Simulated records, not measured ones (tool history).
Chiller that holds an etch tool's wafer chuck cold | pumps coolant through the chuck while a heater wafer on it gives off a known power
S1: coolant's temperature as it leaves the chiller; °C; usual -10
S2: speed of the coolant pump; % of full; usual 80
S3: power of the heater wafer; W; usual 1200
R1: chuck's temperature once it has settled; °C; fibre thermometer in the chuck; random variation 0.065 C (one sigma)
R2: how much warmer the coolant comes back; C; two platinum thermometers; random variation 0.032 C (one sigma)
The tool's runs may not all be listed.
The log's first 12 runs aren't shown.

run	day	S1	S2	S3	R1	R2
13	10.979	-10	80	1200	-1.73	3.84
14	11.962	-10	80	1200	-1.72	3.85
15	12.529	-10	80	1200	-1.73	3.84
16	13.325	-10	80	1200	-1.76	3.84
17	14.346	0	87	1527	10.17	4.53
# day 14.7: coolant pump overhauled, once more
18	15.858	0	87	1527	9.94	4.29
19	16.521	-10	80	884	-4.12	2.72
20	17.162	-10	80	884	-4.12	2.71
21	18.342	-10	80	884	-4.12	2.65
22	19.588	-3	94	1068	3.52	2.78
23	20.833	-1	80	1200	7.12	3.68
24	21.388	-1	80	1200	7.03	3.74
25	22.054	-19	80	1200	-10.91	3.75
26	22.738	-6	80	947	0.22	2.91
27	23.667	-6	80	947	0.28	2.91
28	24.696	-16	90	949	-10.13	2.55
29	25.933	-19	76	1365	-9.4	4.38
30	26.667	-19	76	1365	-9.36	4.4
31	27.883	-2	87	1204	5.6	3.43

Forecast each of these 3 alternatives for the next run:
A	29.067	-10	63	1200	?	?
B	29.067	-19	63	1684	?	?
C	29.067	-3	80	1200	?	?

run	R1	R2
A	-0.59	4.66
B	-5.63	6.49
C	5.08	3.67
Without the tool's hidden state the same runs would have given:
run	R1	R2
A	-0.79	4.66
B	-6.08	6.5
C	4.95	3.68
